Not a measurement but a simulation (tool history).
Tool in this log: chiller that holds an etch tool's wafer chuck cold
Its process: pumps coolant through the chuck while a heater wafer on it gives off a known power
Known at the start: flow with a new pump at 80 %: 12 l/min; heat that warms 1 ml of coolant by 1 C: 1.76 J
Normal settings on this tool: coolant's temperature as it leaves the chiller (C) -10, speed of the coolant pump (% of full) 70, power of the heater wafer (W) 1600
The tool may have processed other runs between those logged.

| run | day | coolant's temperature as it leaves the chiller (C) | speed of the coolant pump (% of full) | power of the heater wafer (W) | chuck's temperature once it has settled (C) | how much warmer the coolant comes back (C) |
|---|---|---|---|---|---|---|
| 1 | 0 | -10 | 70 | 1600 | 8.9 | 5.34 |
| 2 | 4.704 | -10 | 70 | 1600 | 9 | 5.26 |
| 3 | 8.788 | -10 | 70 | 1446 | 7.4 | 4.73 |
| 4 | 12.783 | -10 | 70 | 1600 | 9.2 | 5.29 |
| 5 | 16.696 | -10 | 70 | 1600 | 9.2 | 5.37 |
| 6 | 19.217 | -10 | 70 | 1600 | 9.5 | 5.34 |
| 7 | 21.383 | -10 | 70 | 1600 | 9.2 | 5.28 |
| 8 | 25.825 | -10 | 70 | 1850 | 12.3 | 6.1 |
| 9 | 28.312 | -10 | 70 | 1850 | 12.6 | 6.18 |
| 10 | 31.446 | -10 | 70 | 1600 | 9.4 | 5.35 |
| 11 | 33.846 | -10 | 70 | 1600 | 9.6 | 5.34 |
| 12 | 36.529 | -10 | 99 | 1600 | 6 | 3.7 |
| 13 | 39.096 | -19 | 86 | 1976 | 2.4 | 5.25 |
| 14 | 43.588 | -4 | 62 | 2087 | 23.5 | 7.94 |
| 15 | 47.104 | -18 | 78 | 839 | -8.4 | 2.48 |
| 16 | 50.292 | -2 | 63 | 1537 | 18.3 | 5.77 |
| 17 | 54.921 | -2 | 74 | 1909 | 20.9 | 6.05 |
| 18 | 58.454 | -2 | 66 | 1419 | 16.2 | 5.09 |
| 19 | 62.858 | -1 | 63 | 1822 | 23.3 | 6.85 |
| 20 | 65.608 | -13 | 63 | 1858 | 11.8 | 7 |
| 21 | 70.454 | -13 | 63 | 1858 | 11.8 | 7.02 |
| 22 | 73.921 | -12 | 69 | 1600 | 8.3 | 5.47 |
| 23 | 76.275 | -18 | 71 | 820 | -8.1 | 2.65 |
| 24 | 78.379 | -16 | 91 | 975 | -5.6 | 2.54 |

Hidden state or all else? Some run-to-run changes of chuck's temperature once it has settled (C), split into what the settings, what came in and random variation would give without the hidden state, and what is left for the hidden state (with any gauge scatter that isn't in both results):
What the log doesn't record here: heat passed by the chuck's channels, % of clean ones'; flow at a given pump speed, % of a new pump's; coolant's true temperature over the reading, C; drift of the gauge itself on chuck_c, C; drift of the gauge itself on warmer_back_c, C.
Run 14 -> 15: coolant's temperature as it leaves the chiller (C) -4 -> -18, speed of the coolant pump (% of full) 62 -> 78, power of the heater wafer (W) 2087 -> 839. chuck's temperature once it has settled (C) -31.9: hidden state -2.1, all else -29.8.
Run 15 -> 16: coolant's temperature as it leaves the chiller (C) -18 -> -2, speed of the coolant pump (% of full) 78 -> 63, power of the heater wafer (W) 839 -> 1537. chuck's temperature once it has settled (C) +26.7: hidden state +1.3, all else +25.4.
Run 22 -> 23: coolant's temperature as it leaves the chiller (C) -12 -> -18, speed of the coolant pump (% of full) 69 -> 71, power of the heater wafer (W) 1600 -> 820. chuck's temperature once it has settled (C) -16.4: hidden state -1.5, all else -14.9.

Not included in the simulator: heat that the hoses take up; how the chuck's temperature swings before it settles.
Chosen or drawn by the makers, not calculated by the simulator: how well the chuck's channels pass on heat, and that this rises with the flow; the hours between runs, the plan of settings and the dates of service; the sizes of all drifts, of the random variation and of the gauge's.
